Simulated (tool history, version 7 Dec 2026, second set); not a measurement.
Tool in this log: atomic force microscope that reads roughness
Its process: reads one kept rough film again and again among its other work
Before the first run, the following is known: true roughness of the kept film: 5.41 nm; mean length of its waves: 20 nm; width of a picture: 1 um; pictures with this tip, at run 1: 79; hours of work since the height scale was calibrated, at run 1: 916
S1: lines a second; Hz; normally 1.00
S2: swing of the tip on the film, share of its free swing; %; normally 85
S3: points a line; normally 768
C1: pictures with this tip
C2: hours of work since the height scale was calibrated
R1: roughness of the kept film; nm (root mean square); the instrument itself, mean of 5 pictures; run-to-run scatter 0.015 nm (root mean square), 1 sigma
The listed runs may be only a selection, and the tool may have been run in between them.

run,hour,S1,S2,S3,C1,C2,R1
1,0.0,1.00,85,768,79,916,2.745
2,28.8,1.00,85,768,104,929,2.548
3,74.7,1.00,85,768,144,950,2.284
4,96.8,1.00,85,768,163,960,2.202
5,126.2,1.00,85,768,189,973,2.071
6,161.4,1.00,85,768,219,989,1.940
# hour 164.3: new tip fitted
7,200.4,1.00,85,768,32,1007,3.136
8,240.6,1.00,85,768,67,1025,2.819
9,294.0,1.00,85,768,113,1049,2.438
10,347.4,1.00,85,768,160,1073,2.182
11,394.6,1.00,85,768,201,1095,1.989
# hour 421.8: new tip fitted
12,448.1,1.00,85,500,23,1119,3.215
13,492.2,0.52,85,768,61,1139,2.989
14,542.3,1.00,85,310,105,1162,2.456
15,585.4,0.96,85,768,142,1181,2.276
16,629.6,3.18,85,768,181,1201,1.727
# hour 679.2: new tip fitted
17,682.4,3.18,85,768,3,1225,2.919
18,719.6,1.00,85,768,35,1242,3.091
19,759.3,1.00,85,768,70,1260,2.774
20,804.2,1.00,85,768,109,1280,2.507
21,847.0,1.00,85,768,146,1300,2.269
22,873.9,1.00,56,768,169,1312,2.313
23,923.3,2.81,56,768,212,1334,2.044
# hour 935.3: new tip fitted
24,951.1,2.81,56,768,14,1347,3.464
25,1003.6,1.26,88,294,60,1371,2.701
26,1032.5,0.64,56,305,85,1384,2.849
27,1071.9,3.73,85,768,119,1402,1.955
28,1101.0,3.91,69,881,144,1415,2.172
29,1136.4,1.00,79,312,175,1431,2.133
# hour 1189.1: new tip fitted
30,1189.6,2.51,85,768,0,1455,3.051
31,1238.2,1.00,57,308,42,1477,3.100
32,1280.1,2.45,70,768,79,1496,2.615
33,1318.7,2.45,70,768,112,1513,2.382
34,1372.1,2.45,70,458,159,1537,2.111
35,1397.8,2.45,70,458,181,1549,1.991
36,1440.9,1.33,81,906,219,1569,1.870
# hour 1445.1: new tip fitted
37,1476.5,1.33,81,906,27,1585,3.092
38,1522.9,1.33,81,906,67,1606,2.726
39,1567.2,1.00,55,768,106,1626,2.670
40,1611.6,0.70,70,257,145,1646,2.299
41,1659.5,1.48,77,452,186,1668,2.031
42,1692.9,2.35,62,709,215,1683,1.972
# hour 1699.9: new tip fitted
43,1722.1,1.00,62,768,19,1696,3.471
44,1745.9,1.00,62,768,40,1707,3.249
# hour 1786.8: height scale calibrated on a step standard
45,1795.9,1.60,56,768,82,4,2.872
46,1833.6,0.81,85,768,115,21,2.533

For some of the steps in R1 from one run to the next: how much would appear even if the tool had no hidden state, given the settings, what came in and random variation, and how much remains for the hidden state plus any gauge scatter that the measured result and the result without hidden state don't share?
Hidden state present: radius of the tip, nm; height scale over the true one, %; drift of the gauge itself on roughness_nm, %.
Run 11 -> 12: S3 768 -> 500, new tip fitted. R1 +1.226 nm (root mean square): hidden state +1.252, all else -0.026.
Run 23 -> 24: new tip fitted. R1 +1.420 nm (root mean square): hidden state +1.409, all else +0.011.
Run 29 -> 30: S1 1.00 -> 2.51, S2 79 -> 85, S3 312 -> 768, new tip fitted. R1 +0.918 nm (root mean square): hidden state +1.321, all else -0.403.
Run 42 -> 43: S1 2.35 -> 1.00, S3 709 -> 768, new tip fitted. R1 +1.499 nm (root mean square): hidden state +1.343, all else +0.156.
